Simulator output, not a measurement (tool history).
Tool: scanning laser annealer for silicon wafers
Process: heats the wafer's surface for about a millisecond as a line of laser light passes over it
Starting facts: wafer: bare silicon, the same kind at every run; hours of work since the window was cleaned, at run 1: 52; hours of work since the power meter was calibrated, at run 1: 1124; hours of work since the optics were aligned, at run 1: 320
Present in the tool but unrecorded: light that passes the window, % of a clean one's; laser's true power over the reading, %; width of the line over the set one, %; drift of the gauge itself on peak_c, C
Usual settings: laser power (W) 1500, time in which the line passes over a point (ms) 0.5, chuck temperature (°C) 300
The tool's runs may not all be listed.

| run | day | laser power (W) | time in which the line passes over a point (ms) | chuck temperature (°C) | hours of work since the window was cleaned | hours of work since the power meter was calibrated | hours of work since the optics were aligned | highest temperature of the surface (°C) |
|---|---|---|---|---|---|---|---|---|
| 1 | 0 | 1500 | 0.5 | 300 | 52 | 1124 | 320 | 1024 |
| 2 | 1.683 | 1500 | 0.5 | 300 | 69 | 1141 | 337 | 1018 |
| 3 | 3.071 | 1500 | 0.5 | 300 | 83 | 1155 | 351 | 1021 |
| 4 | 4.292 | 1500 | 0.5 | 300 | 95 | 1168 | 364 | 1017 |
| 5 | 5.742 | 1500 | 0.5 | 300 | 110 | 1182 | 378 | 1018 |
| 6 | 7.304 | 1500 | 0.5 | 300 | 126 | 1198 | 394 | 1019 |
| 7 | 9.142 | 1500 | 0.5 | 300 | 145 | 1217 | 413 | 1009 |
| 8 | 10.346 | 1500 | 0.5 | 262 | 157 | 1229 | 425 | 975 |
| 9 | 12.708 | 1500 | 0.542 | 300 | 181 | 1253 | 449 | 1041 |
| 10 | 14.792 | 1500 | 0.529 | 300 | 202 | 1274 | 470 | 1023 |
| 11 | 16.133 | 1500 | 0.5 | 300 | 215 | 1287 | 483 | 1003 |
| 12 | 17.238 | 1500 | 0.5 | 300 | 227 | 1299 | 495 | 1002 |
| 13 | 19.812 | 1500 | 0.5 | 300 | 253 | 1325 | 521 | 1000 |
| 14 | 21.183 | 1500 | 0.5 | 300 | 266 | 1339 | 535 | 998 |
| 15 | 23.796 | 1500 | 0.5 | 300 | 293 | 1365 | 561 | 997 |
| 16 | 25.954 | 1500 | 0.5 | 300 | 315 | 1387 | 583 | 990 |
| 17 | 28.238 | 1500 | 0.5 | 300 | 338 | 1410 | 606 | 992 |
| 18 | 30.492 | 1500 | 0.5 | 300 | 361 | 1433 | 629 | 990 |
| 19 | 31.671 | 1500 | 0.5 | 300 | 373 | 1445 | 641 | 988 |
| 20 | 33.812 | 1500 | 0.5 | 300 | 394 | 1466 | 662 | 984 |
| 21 | 35.508 | 1500 | 0.53 | 323 | 411 | 1483 | 680 | 1029 |
| 22 | 37.054 | 1500 | 0.53 | 323 | 427 | 1499 | 695 | 1024 |
|  | 38.525 | optics aligned, line set to its width |
| 23 | 38.979 | 1397 | 0.466 | 317 | 444 | 1517 | 5 | 935 |
|  | 39.258 | window over the wafer cleaned |
| 24 | 41.408 | 1397 | 0.466 | 317 | 22 | 1540 | 28 | 970 |
| 25 | 44.125 | 1397 | 0.466 | 317 | 49 | 1568 | 56 | 964 |
| 26 | 46.492 | 1510 | 0.355 | 300 | 73 | 1592 | 80 | 910 |
| 27 | 47.808 | 1510 | 0.355 | 300 | 87 | 1605 | 93 | 907 |
| 28 | 50.242 | 1510 | 0.368 | 264 | 111 | 1630 | 118 | 880 |
| 29 | 51.354 | 1504 | 0.435 | 300 | 122 | 1641 | 129 | 972 |
| 30 | 53.454 | 1504 | 0.435 | 300 | 144 | 1662 | 150 | 968 |
| 31 | 55.854 | 1302 | 0.5 | 314 | 168 | 1686 | 174 | 921 |
| 32 | 57.933 | 1614 | 0.5 | 314 | 189 | 1707 | 196 | 1083 |
| 33 | 60.471 | 1614 | 0.5 | 314 | 215 | 1733 | 221 | 1083 |
| 34 | 62.658 | 1500 | 0.526 | 285 | 237 | 1755 | 243 | 1008 |
| 35 | 65.404 | 1299 | 0.5 | 313 | 265 | 1783 | 271 | 912 |
| 36 | 67.704 | 1341 | 0.5 | 313 | 288 | 1806 | 294 | 926 |
| 37 | 70.125 | 1500 | 0.614 | 260 | 312 | 1831 | 319 | 1028 |
| 38 | 71.6 | 1500 | 0.501 | 320 | 327 | 1846 | 334 | 1014 |
| 39 | 73.762 | 1599 | 0.362 | 339 | 349 | 1868 | 356 | 962 |

What if the next run were any one of these 5? Each begins from the tool's condition after run 39:
| A | 75.508 | 1500 | 0.61 | 321 | 367 | 1885 | 373 | ? |
| B | 75.508 | 1479 | 0.362 | 280 | 367 | 1885 | 373 | ? |
| C | 75.508 | 1451 | 0.428 | 339 | 367 | 1885 | 373 | ? |
| D | 75.508 | 1444 | 0.362 | 339 | 367 | 1885 | 373 | ? |
| E | 75.508 | 1462 | 0.354 | 278 | 367 | 1885 | 373 | ? |

| run | highest temperature of the surface (°C) |
|---|---|
| A | 1084 |
| B | 849 |
| C | 948 |
| D | 894 |
| E | 832 |
With the hidden condition removed and each run's random variation left untouched, the same runs would have given:
| run | highest temperature of the surface (°C) |
|---|---|
| A | 1155 |
| B | 902 |
| C | 1004 |
| D | 946 |
| E | 884 |
